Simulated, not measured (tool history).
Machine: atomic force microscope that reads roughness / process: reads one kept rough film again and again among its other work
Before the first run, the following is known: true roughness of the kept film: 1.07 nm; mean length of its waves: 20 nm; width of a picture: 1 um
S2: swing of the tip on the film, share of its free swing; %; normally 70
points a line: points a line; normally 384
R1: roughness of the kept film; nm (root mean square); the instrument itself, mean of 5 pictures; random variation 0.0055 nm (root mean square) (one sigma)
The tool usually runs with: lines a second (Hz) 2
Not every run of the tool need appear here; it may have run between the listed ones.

{"run": 1, "hour": 0.0, "lines a second (Hz)": 2, "S2": 70, "points a line": 384, "R1": 0.898}
{"run": 2, "hour": 50.9, "lines a second (Hz)": 2, "S2": 70, "points a line": 384, "R1": 0.809}
{"run": 3, "hour": 106.6, "lines a second (Hz)": 2, "S2": 70, "points a line": 423, "R1": 0.928}
{"run": 4, "hour": 142.6, "lines a second (Hz)": 1.42, "S2": 70, "points a line": 384, "R1": 0.847}
{"run": 5, "hour": 190.9, "lines a second (Hz)": 1.42, "S2": 70, "points a line": 384, "R1": 0.778}
{"run": 6, "hour": 248.3, "lines a second (Hz)": 2, "S2": 70, "points a line": 353, "R1": 0.862}
{"run": 7, "hour": 277.0, "lines a second (Hz)": 2.55, "S2": 67, "points a line": 256, "R1": 0.805}
{"run": 8, "hour": 324.0, "lines a second (Hz)": 2.55, "S2": 67, "points a line": 256, "R1": 0.732}
{"run": 9, "hour": 378.5, "lines a second (Hz)": 2.55, "S2": 67, "points a line": 256, "R1": 0.819}
{"run": 10, "hour": 425.6, "lines a second (Hz)": 0.97, "S2": 63, "points a line": 645, "R1": 0.812}
{"run": 11, "hour": 450.4, "lines a second (Hz)": 2.02, "S2": 75, "points a line": 841, "R1": 0.724}
{"run": 12, "hour": 491.0, "lines a second (Hz)": 2.02, "S2": 76, "points a line": 841, "R1": 0.856}

Removed from this log: 4 entries logged between the listed runs. Between which two listed runs does each belong, and how does the tool's hidden state at the listed run before it compare with that at the listed run after it?
From run 2 to run 3: new tip fitted (hour 106.6)
  radius of the tip, nm: 21.6 -> 7.4; height scale over the true one, %: -1.25 -> -1.28
  what was measured, less what the result would be without the hidden state, R1: -0.128 -> -0.016 nm (root mean square)
From run 5 to run 6: new tip fitted (hour 223.6)
  radius of the tip, nm: 26.8 -> 13.1; height scale over the true one, %: -1.33 -> -1.36
  what was measured, less what the result would be without the hidden state, R1: -0.165 -> -0.065 nm (root mean square)
From run 8 to run 9: new tip fitted (hour 341.4)
  radius of the tip, nm: 31.3 -> 16.9; height scale over the true one, %: -1.4 -> -1.43
  what was measured, less what the result would be without the hidden state, R1: -0.186 -> -0.093 nm (root mean square)
From run 11 to run 12: new tip fitted (hour 456.4)
  radius of the tip, nm: 33.3 -> 15.6; height scale over the true one, %: -1.47 -> -1.49
  what was measured, less what the result would be without the hidden state, R1: -0.204 -> -0.086 nm (root mean square)

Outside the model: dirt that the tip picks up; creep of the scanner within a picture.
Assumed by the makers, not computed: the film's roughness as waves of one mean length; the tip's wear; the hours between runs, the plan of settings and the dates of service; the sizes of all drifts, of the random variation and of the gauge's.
